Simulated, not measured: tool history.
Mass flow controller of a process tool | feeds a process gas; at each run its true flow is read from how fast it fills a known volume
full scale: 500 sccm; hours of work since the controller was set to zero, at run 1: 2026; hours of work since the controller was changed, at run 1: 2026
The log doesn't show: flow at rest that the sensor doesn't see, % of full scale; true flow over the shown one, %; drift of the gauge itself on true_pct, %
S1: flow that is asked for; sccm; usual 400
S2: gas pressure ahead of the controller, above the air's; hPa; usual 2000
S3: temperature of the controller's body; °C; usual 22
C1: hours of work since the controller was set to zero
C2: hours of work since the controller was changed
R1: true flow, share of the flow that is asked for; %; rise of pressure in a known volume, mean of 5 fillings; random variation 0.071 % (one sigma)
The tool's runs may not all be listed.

| run | hour | S1 | S2 | S3 | C1 | C2 | R1 |
|---|---|---|---|---|---|---|---|
| 1 | 0.0 | 400 | 2000 | 22 | 2026 | 2026 | 99.25 |
| 2 | 98.3 | 400 | 2000 | 22 | 2082 | 2082 | 99.31 |
| 3 | 212.9 | 400 | 2000 | 22 | 2146 | 2146 | 99.12 |
| 4 | 355.0 | 400 | 2000 | 22 | 2226 | 2226 | 99.31 |
| 5 | 506.1 | 400 | 2000 | 22 | 2311 | 2311 | 99.24 |
| 6 | 598.3 | 400 | 2000 | 22 | 2362 | 2362 | 99.15 |
| 7 | 738.5 | 400 | 2000 | 34 | 2441 | 2441 | 98.36 |
| 8 | 823.9 | 400 | 2000 | 34 | 2489 | 2489 | 98.28 |
| 9 | 905.3 | 98 | 2000 | 22 | 2535 | 2535 | 98.43 |
| 10 | 1027.3 | 98 | 2000 | 22 | 2603 | 2603 | 98.51 |
| 11 | 1102.7 | 400 | 2000 | 22 | 2646 | 2646 | 98.94 |
| 12 | 1264.2 | 482 | 2000 | 22 | 2736 | 2736 | 99.30 |
| 13 | 1420.3 | 400 | 2000 | 22 | 2824 | 2824 | 99.06 |
|  | 1428.8 | controller's zero set anew |
| 14 | 1555.1 | 400 | 2000 | 22 | 71 | 2899 | 98.94 |
| 15 | 1630.1 | 400 | 2000 | 22 | 113 | 2941 | 99.06 |
| 16 | 1752.6 | 400 | 2000 | 22 | 182 | 3010 | 98.95 |
| 17 | 1883.7 | 400 | 2000 | 22 | 255 | 3084 | 98.88 |
| 18 | 1982.5 | 400 | 2000 | 22 | 311 | 3139 | 99.03 |
| 19 | 2144.5 | 400 | 2000 | 22 | 402 | 3230 | 98.93 |
| 20 | 2231.1 | 102 | 2000 | 22 | 451 | 3279 | 98.58 |
| 21 | 2327.3 | 102 | 2000 | 22 | 505 | 3333 | 98.69 |
|  | 2409.9 | controller's zero set anew, once more |
| 22 | 2414.0 | 400 | 1620 | 22 | 2 | 3381 | 98.36 |
| 23 | 2521.7 | 400 | 1620 | 22 | 63 | 3442 | 98.28 |
| 24 | 2647.2 | 229 | 2000 | 22 | 133 | 3512 | 97.74 |
| 25 | 2800.4 | 485 | 1450 | 21 | 219 | 3598 | 98.82 |
| 26 | 2906.0 | 485 | 1450 | 21 | 279 | 3658 | 98.80 |
| 27 | 2989.5 | 56 | 1450 | 32 | 325 | 3705 | 96.67 |
| 28 | 3109.1 | 374 | 1430 | 27 | 393 | 3772 | 97.63 |
| 29 | 3217.7 | 154 | 1800 | 25 | 454 | 3833 | 97.16 |
| 30 | 3313.4 | 381 | 1700 | 21 | 507 | 3887 | 98.36 |
| 31 | 3431.2 | 188 | 2540 | 22 | 574 | 3953 | 97.47 |
| 32 | 3516.8 | 70 | 2110 | 22 | 622 | 4001 | 97.33 |
| 33 | 3648.9 | 70 | 2110 | 22 | 696 | 4075 | 97.28 |
| 34 | 3737.4 | 70 | 1450 | 22 | 746 | 4125 | 97.27 |
| 35 | 3854.7 | 77 | 2060 | 22 | 811 | 4191 | 97.30 |
| 36 | 3983.3 | 285 | 2220 | 26 | 884 | 4263 | 97.38 |
| 37 | 4129.9 | 285 | 2220 | 26 | 966 | 4345 | 97.33 |
| 38 | 4276.7 | 314 | 2000 | 22 | 1048 | 4428 | 97.78 |
| 39 | 4379.6 | 79 | 2450 | 22 | 1106 | 4485 | 97.45 |
| 40 | 4481.3 | 79 | 2450 | 22 | 1163 | 4542 | 97.48 |
| 41 | 4583.4 | 176 | 2000 | 22 | 1221 | 4600 | 97.27 |
| 42 | 4692.2 | 176 | 1920 | 20 | 1282 | 4661 | 97.32 |
| 43 | 4843.1 | 413 | 2000 | 22 | 1366 | 4746 | 98.12 |
| 44 | 4937.2 | 438 | 2340 | 22 | 1419 | 4798 | 98.16 |
| 45 | 5040.7 | 76 | 1620 | 28 | 1477 | 4857 | 96.80 |
| 46 | 5182.3 | 76 | 1770 | 40 | 1557 | 4936 | 96.03 |
| 47 | 5302.2 | 76 | 1770 | 40 | 1624 | 5003 | 96.13 |
| 48 | 5424.2 | 141 | 2000 | 21 | 1693 | 5072 | 97.18 |

Forecast each of these 4 alternatives for the next run:
| A | 5557.8 | 141 | 2790 | 21 | 1768 | 5147 | ? |
| B | 5557.8 | 223 | 1520 | 20 | 1768 | 5147 | ? |
| C | 5557.8 | 141 | 1620 | 21 | 1768 | 5147 | ? |
| D | 5557.8 | 55 | 1450 | 33 | 1768 | 5147 | ? |

| run | R1 |
|---|---|
| A | 97.41 |
| B | 97.19 |
| C | 97.02 |
| D | 96.90 |
Without the tool's hidden state the same runs would have given:
| run | R1 |
|---|---|
| A | 98.85 |
| B | 98.90 |
| C | 98.46 |
| D | 97.21 |
